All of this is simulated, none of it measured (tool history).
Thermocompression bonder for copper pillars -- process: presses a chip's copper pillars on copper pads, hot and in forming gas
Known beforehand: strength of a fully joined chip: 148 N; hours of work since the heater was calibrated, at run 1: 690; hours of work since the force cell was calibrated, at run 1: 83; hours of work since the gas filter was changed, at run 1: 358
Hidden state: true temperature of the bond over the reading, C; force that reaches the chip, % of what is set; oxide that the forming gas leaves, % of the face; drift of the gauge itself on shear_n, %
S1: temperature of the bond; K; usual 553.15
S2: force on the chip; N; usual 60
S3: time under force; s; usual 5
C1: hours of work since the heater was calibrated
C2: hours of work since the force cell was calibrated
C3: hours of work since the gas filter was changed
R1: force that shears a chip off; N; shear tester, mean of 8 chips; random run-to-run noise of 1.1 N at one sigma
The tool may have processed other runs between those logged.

run 1 day=0.000 | S1=553.15 S2=60 S3=5 | C1=690 C2=83 C3=358 | R1=97.6
run 2 day=0.379 | S1=553.15 S2=60 S3=5 | C1=695 C2=87 C3=363 | R1=96.4
run 3 day=0.654 | S1=553.15 S2=72 S3=5 | C1=698 C2=90 C3=366 | R1=111.0
run 4 day=1.071 | S1=553.15 S2=72 S3=5 | C1=702 C2=95 C3=370 | R1=112.1
run 5 day=1.429 | S1=553.15 S2=72 S3=5 | C1=706 C2=99 C3=374 | R1=111.6
-- day=1.754 forming gas filter changed
run 6 day=1.833 | S1=553.15 S2=72 S3=5 | C1=711 C2=103 C3=1 | R1=112.0
run 7 day=2.450 | S1=536.15 S2=60 S3=5 | C1=717 C2=110 C3=8 | R1=77.8
run 8 day=3.025 | S1=536.15 S2=60 S3=5 | C1=724 C2=116 C3=14 | R1=78.6
run 9 day=3.446 | S1=536.15 S2=60 S3=5 | C1=728 C2=121 C3=19 | R1=78.1
run 10 day=4.096 | S1=536.15 S2=60 S3=5 | C1=736 C2=128 C3=26 | R1=78.3
run 11 day=4.542 | S1=536.15 S2=60 S3=5 | C1=741 C2=133 C3=31 | R1=77.9
run 12 day=5.133 | S1=536.15 S2=60 S3=5 | C1=747 C2=140 C3=37 | R1=77.6
run 13 day=5.571 | S1=553.15 S2=60 S3=5 | C1=752 C2=145 C3=42 | R1=96.2
run 14 day=5.875 | S1=561.15 S2=60 S3=5 | C1=755 C2=148 C3=46 | R1=106.3
run 15 day=6.392 | S1=561.15 S2=60 S3=5 | C1=761 C2=154 C3=51 | R1=104.3
run 16 day=7.071 | S1=561.15 S2=60 S3=5 | C1=769 C2=161 C3=59 | R1=105.0
run 17 day=7.658 | S1=561.15 S2=60 S3=5 | C1=775 C2=168 C3=65 | R1=108.2
run 18 day=8.129 | S1=561.15 S2=60 S3=5 | C1=780 C2=173 C3=71 | R1=108.6
run 19 day=8.512 | S1=561.15 S2=60 S3=5 | C1=785 C2=177 C3=75 | R1=106.5
run 20 day=8.858 | S1=553.15 S2=60 S3=5 | C1=788 C2=181 C3=79 | R1=98.3
run 21 day=9.538 | S1=553.15 S2=60 S3=5 | C1=796 C2=189 C3=86 | R1=98.6
run 22 day=10.104 | S1=553.15 S2=60 S3=5 | C1=802 C2=195 C3=93 | R1=95.8
run 23 day=10.583 | S1=553.15 S2=61 S3=5 | C1=808 C2=200 C3=98 | R1=99.3
run 24 day=10.908 | S1=553.15 S2=61 S3=3 | C1=811 C2=204 C3=102 | R1=85.6
run 25 day=11.217 | S1=553.15 S2=71 S3=4 | C1=815 C2=207 C3=105 | R1=104.2
run 26 day=11.812 | S1=553.15 S2=71 S3=4 | C1=821 C2=214 C3=112 | R1=105.3
run 27 day=12.300 | S1=553.15 S2=71 S3=4 | C1=827 C2=219 C3=117 | R1=105.5
run 28 day=12.575 | S1=553.15 S2=84 S3=4 | C1=830 C2=222 C3=120 | R1=118.2
run 29 day=12.862 | S1=562.15 S2=43 S3=4 | C1=833 C2=226 C3=123 | R1=76.2
run 30 day=13.288 | S1=523.15 S2=43 S3=3 | C1=838 C2=230 C3=128 | R1=34.8
run 31 day=13.800 | S1=523.15 S2=49 S3=3 | C1=843 C2=236 C3=134 | R1=39.8
run 32 day=14.200 | S1=523.15 S2=49 S3=3 | C1=848 C2=240 C3=138 | R1=40.2
run 33 day=14.846 | S1=523.15 S2=49 S3=3 | C1=855 C2=248 C3=145 | R1=39.4
run 34 day=15.304 | S1=553.15 S2=60 S3=12 | C1=860 C2=253 C3=150 | R1=118.3
run 35 day=15.862 | S1=571.15 S2=37 S3=5 | C1=866 C2=259 C3=156 | R1=77.2
run 36 day=16.458 | S1=571.15 S2=37 S3=5 | C1=873 C2=265 C3=163 | R1=77.4
run 37 day=17.075 | S1=571.15 S2=37 S3=5 | C1=880 C2=272 C3=170 | R1=77.4
run 38 day=17.708 | S1=534.15 S2=37 S3=13 | C1=887 C2=279 C3=177 | R1=63.7
run 39 day=18.308 | S1=534.15 S2=37 S3=13 | C1=893 C2=286 C3=184 | R1=62.8

Predict each of these 4 candidate next runs independently; none follows another, all start after run 39:
run A day=18.883 | S1=564.15 S2=60 S3=3 | C1=900 C2=292 C3=190 | R1=?
run B day=18.883 | S1=533.15 S2=37 S3=8 | C1=900 C2=292 C3=190 | R1=?
run C day=18.883 | S1=535.15 S2=71 S3=6 | C1=900 C2=292 C3=190 | R1=?
run D day=18.883 | S1=534.15 S2=37 S3=5 | C1=900 C2=292 C3=190 | R1=?

run=A R1=95.5
run=B R1=50.5
run=C R1=93.8
run=D R1=42.5
Stripped of hidden state, with their random variation kept, the same runs would have yielded:
run=A R1=96.1
run=B R1=51.0
run=C R1=94.5
run=D R1=42.9
